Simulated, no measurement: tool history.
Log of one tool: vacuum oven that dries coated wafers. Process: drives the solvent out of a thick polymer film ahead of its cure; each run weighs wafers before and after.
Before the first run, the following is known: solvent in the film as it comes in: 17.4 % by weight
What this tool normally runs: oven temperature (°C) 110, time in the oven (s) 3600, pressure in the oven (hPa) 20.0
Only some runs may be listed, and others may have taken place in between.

run    hour  oven temperature (°C)  time in the oven (s)  pressure in the oven (hPa)  solvent left in the film (%)
  1     0.0                    110                  3600                        20.0                          1.49
  2    61.1                    110                  3600                        20.0                          1.53
  3   104.7                    117                  3600                        20.0                          0.71
  4   138.2                    117                  3600                        20.0                          0.80
  5   204.8                    110                  3600                        20.0                          1.50
  6   237.5                    110                  3600                        20.0                          1.57
  7   285.1                    110                  3600                        20.0                          1.52
  8   346.3                    118                  3600                        20.0                          0.64
  9   381.7                    110                  3600                        20.0                          1.56
 10   421.9                    110                  3600                        20.0                          1.51
 11   475.8                    110                  3600                        20.0                          1.55
 12   511.6                    110                  1860                        20.0                          3.85
 13   562.0                    110                  3600                        18.0                          1.50
 14   614.5                    110                  3600                        18.0                          1.41
 15   674.3                    110                  3600                        18.0                          1.45
 16   716.2                    110                  2160                        18.0                          3.24
 17   751.4                    110                  3600                        35.2                          2.15
 18   801.3                     97                  3600                        20.0                          5.51
 19   847.0                    120                  2520                        25.0                          0.90
 20   921.0                    120                  2520                        25.0                          1.00
 21   983.1                    110                  4320                        27.2                          1.42
 22  1052.8                    124                  3600                        20.0                          0.56
 23  1104.5                    117                  5580                        35.5                          1.07
 24  1141.9                    117                  5580                        35.5                          1.07
 25  1202.6                    117                  5580                        35.5                          1.09
     1215.3  -- oven's thermocouples calibrated
 26  1269.2                    110                  6000                        46.8                          1.86
 27  1322.8                    118                  6000                        17.9                          0.45
 28  1378.6                    100                  3600                        20.0                          4.12
 29  1441.7                    100                  3600                        20.0                          4.10
 30  1488.4                    100                  3600                        20.0                          4.14
 31  1519.9                    100                  3600                        20.0                          4.13
 32  1573.3                    123                  2700                        66.7                          1.78
 33  1609.2                    123                  2700                        66.7                          1.61
 34  1660.7                    120                  3600                        20.0                          0.50
 35  1720.3                    120                  3600                        20.0                          0.58

Per-run results on a tool with no hidden state, each run keeping its own random variation:
What the log doesn't record here: true wafer temperature over the reading, C; true pressure over the reading, kPa; drift of the gauge itself on solvent_pct, %.
run  solvent left in the film (%)
  1                          1.32
  2                          1.36
  3                          0.64
  4                          0.73
  5                          1.31
  6                          1.37
  7                          1.31
  8                          0.57
  9                          1.33
 10                          1.28
 11                          1.31
 12                          3.40
 13                          1.25
 14                          1.16
 15                          1.18
 16                          2.77
 17                          1.84
 18                          4.87
 19                          0.74
 20                          0.83
 21                          1.17
 22                          0.51
 23                          0.97
 24                          0.97
 25                          0.99
 26                          1.78
 27                          0.41
 28                          3.86
 29                          3.83
 30                          3.84
 31                          3.82
 32                          1.69
 33                          1.53
 34                          0.44
 35                          0.52
